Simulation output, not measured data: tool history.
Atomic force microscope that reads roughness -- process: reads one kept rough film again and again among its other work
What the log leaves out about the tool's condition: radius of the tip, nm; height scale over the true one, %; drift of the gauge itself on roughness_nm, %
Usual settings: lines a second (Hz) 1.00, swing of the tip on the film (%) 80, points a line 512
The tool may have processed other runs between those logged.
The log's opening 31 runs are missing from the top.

run	day	lines a second (Hz)	swing of the tip on the film (%)	points a line	pictures with this tip	hours of work since the height scale was calibrated	roughness of the kept film (nm (root mean square))
# day 39.321: new tip fitted
32	39.512	2.22	74	946	6	1158	4.633
33	40.696	1.00	80	332	44	1173	4.406
34	42.142	1.00	80	332	91	1191	4.070
# day 42.554: new tip fitted
35	43.125	1.00	80	332	19	1204	4.594
36	43.908	1.00	80	332	44	1214	4.433
37	45.038	1.14	81	512	80	1228	4.165
# day 45.783: new tip fitted
38	45.875	3.04	81	266	3	1238	4.359
39	46.917	3.04	81	266	36	1252	4.107
40	48.296	3.04	82	266	81	1269	3.831
# day 49.000: new tip fitted
41	49.388	2.52	56	512	12	1283	4.726
42	50.412	2.45	90	328	45	1296	4.012
43	52.058	2.45	90	328	98	1317	3.701

Below are 5 alternative next runs, each starting from the tool's condition after run 43. Predict each:
# day 52.221: new tip fitted
A	53.146	1.47	72	328	30	1330	?
# day 52.221: new tip fitted
B	53.146	1.88	90	359	30	1330	?
# day 52.221: new tip fitted
C	53.146	1.28	80	512	30	1330	?
# day 52.221: new tip fitted
D	53.146	1.00	80	283	30	1330	?
# day 52.221: new tip fitted
E	53.146	1.00	72	512	30	1330	?

run	roughness of the kept film (nm (root mean square))
A	4.511
B	4.200
C	4.452
D	4.518
E	4.602
What these runs would have given with no unlogged condition in the tool:
run	roughness of the kept film (nm (root mean square))
A	4.812
B	4.480
C	4.748
D	4.819
E	4.908
